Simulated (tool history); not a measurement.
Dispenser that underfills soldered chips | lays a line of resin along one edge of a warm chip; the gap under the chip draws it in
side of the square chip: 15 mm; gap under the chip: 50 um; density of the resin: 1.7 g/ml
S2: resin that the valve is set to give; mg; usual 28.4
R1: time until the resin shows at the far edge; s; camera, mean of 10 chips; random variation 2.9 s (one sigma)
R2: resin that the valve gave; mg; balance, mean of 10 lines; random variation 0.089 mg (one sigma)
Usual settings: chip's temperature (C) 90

{"run": 1, "hour": 0.0, "chip's temperature (C)": 90, "S2": 28.4, "R1": 330.7, "R2": 27.92}
{"hour": 6.1, "done": "new syringe of resin"}
{"run": 2, "hour": 6.1, "chip's temperature (C)": 90, "S2": 28.4, "R1": 287.1, "R2": 27.91}
{"run": 3, "hour": 12.4, "chip's temperature (C)": 84, "S2": 28.4, "R1": 438.5, "R2": 27.85}
{"hour": 16.4, "done": "new syringe of resin"}
{"run": 4, "hour": 18.3, "chip's temperature (C)": 84, "S2": 28.4, "R1": 379.2, "R2": 27.56}
{"run": 5, "hour": 23.1, "chip's temperature (C)": 93, "S2": 28.4, "R1": 332.9, "R2": 27.57}
{"hour": 26.5, "done": "new syringe of resin"}
{"run": 6, "hour": 31.1, "chip's temperature (C)": 93, "S2": 28.4, "R1": 318.0, "R2": 27.35}
{"hour": 37.1, "done": "new syringe of resin"}
{"hour": 38.1, "done": "dispensing valve cleaned and set on the balance"}
{"run": 7, "hour": 39.5, "chip's temperature (C)": 90, "S2": 28.4, "R1": 310.0, "R2": 28.3}
{"run": 8, "hour": 44.4, "chip's temperature (C)": 90, "S2": 28.4, "R1": 370.1, "R2": 28.26}
{"hour": 48.2, "done": "new syringe of resin"}
{"run": 9, "hour": 51.1, "chip's temperature (C)": 90, "S2": 28.4, "R1": 324.2, "R2": 28.16}
{"run": 10, "hour": 58.0, "chip's temperature (C)": 96, "S2": 28.4, "R1": 339.8, "R2": 27.97}
{"hour": 58.9, "done": "new syringe of resin"}
{"run": 11, "hour": 61.8, "chip's temperature (C)": 90, "S2": 28.4, "R1": 323.1, "R2": 27.83}
{"run": 12, "hour": 65.4, "chip's temperature (C)": 90, "S2": 28.4, "R1": 363.8, "R2": 27.76}
{"hour": 69.5, "done": "new syringe of resin"}
{"run": 13, "hour": 69.6, "chip's temperature (C)": 90, "S2": 28.4, "R1": 296.6, "R2": 27.53}
{"run": 14, "hour": 76.3, "chip's temperature (C)": 90, "S2": 28.4, "R1": 369.4, "R2": 27.57}
{"hour": 80.2, "done": "new syringe of resin"}
{"run": 15, "hour": 82.8, "chip's temperature (C)": 91, "S2": 28.4, "R1": 314.7, "R2": 27.5}
{"hour": 90.4, "done": "new syringe of resin"}
{"run": 16, "hour": 90.8, "chip's temperature (C)": 91, "S2": 34.2, "R1": 282.1, "R2": 33.11}
{"hour": 97.8, "done": "dispensing valve cleaned and set on the balance"}
{"run": 17, "hour": 98.1, "chip's temperature (C)": 77, "S2": 24.4, "R1": 597.2, "R2": 24.43}
{"hour": 101.6, "done": "new syringe of resin"}
{"run": 18, "hour": 104.3, "chip's temperature (C)": 77, "S2": 24.4, "R1": 526.8, "R2": 24.4}
{"run": 19, "hour": 110.9, "chip's temperature (C)": 75, "S2": 34.2, "R1": 671.1, "R2": 33.84}
{"hour": 111.7, "done": "new syringe of resin"}
{"run": 20, "hour": 115.4, "chip's temperature (C)": 82, "S2": 34.3, "R1": 424.6, "R2": 33.76}
{"run": 21, "hour": 119.4, "chip's temperature (C)": 78, "S2": 33.9, "R1": 568.8, "R2": 33.3}
{"hour": 122.1, "done": "new syringe of resin"}
{"run": 22, "hour": 127.2, "chip's temperature (C)": 77, "S2": 27.7, "R1": 561.9, "R2": 27.12}
{"hour": 132.4, "done": "new syringe of resin"}
{"run": 23, "hour": 135.4, "chip's temperature (C)": 77, "S2": 24.7, "R1": 524.9, "R2": 24.08}
{"run": 24, "hour": 141.3, "chip's temperature (C)": 77, "S2": 24.7, "R1": 652.8, "R2": 23.89}
{"hour": 142.5, "done": "new syringe of resin"}
{"run": 25, "hour": 146.0, "chip's temperature (C)": 76, "S2": 35.8, "R1": 513.4, "R2": 34.44}
{"hour": 152.8, "done": "new syringe of resin"}
{"run": 26, "hour": 154.0, "chip's temperature (C)": 93, "S2": 36.5, "R1": 269.0, "R2": 34.84}
{"hour": 158.0, "done": "dispensing valve cleaned and set on the balance"}
{"run": 27, "hour": 159.8, "chip's temperature (C)": 93, "S2": 36.5, "R1": 315.1, "R2": 36.41}

3 ways to go on from here, each from the tool as it stands after run 27. What would each give?
{"hour": 164.4, "done": "new syringe of resin"}
{"run": "A", "hour": 166.1, "chip's temperature (C)": 82, "S2": 36.5, "R1": "?", "R2": "?"}
{"hour": 164.4, "done": "new syringe of resin"}
{"run": "B", "hour": 166.1, "chip's temperature (C)": 89, "S2": 36.5, "R1": "?", "R2": "?"}
{"hour": 164.4, "done": "new syringe of resin"}
{"run": "C", "hour": 166.1, "chip's temperature (C)": 93, "S2": 24.3, "R1": "?", "R2": "?"}

run=A R1=403.6 R2=36.32
run=B R1=319.8 R2=36.37
run=C R1=294.5 R2=24.25
Without the tool's hidden state the same runs would have given:
run=A R1=365.5 R2=36.48
run=B R1=289.8 R2=36.53
run=C R1=266.8 R2=24.36
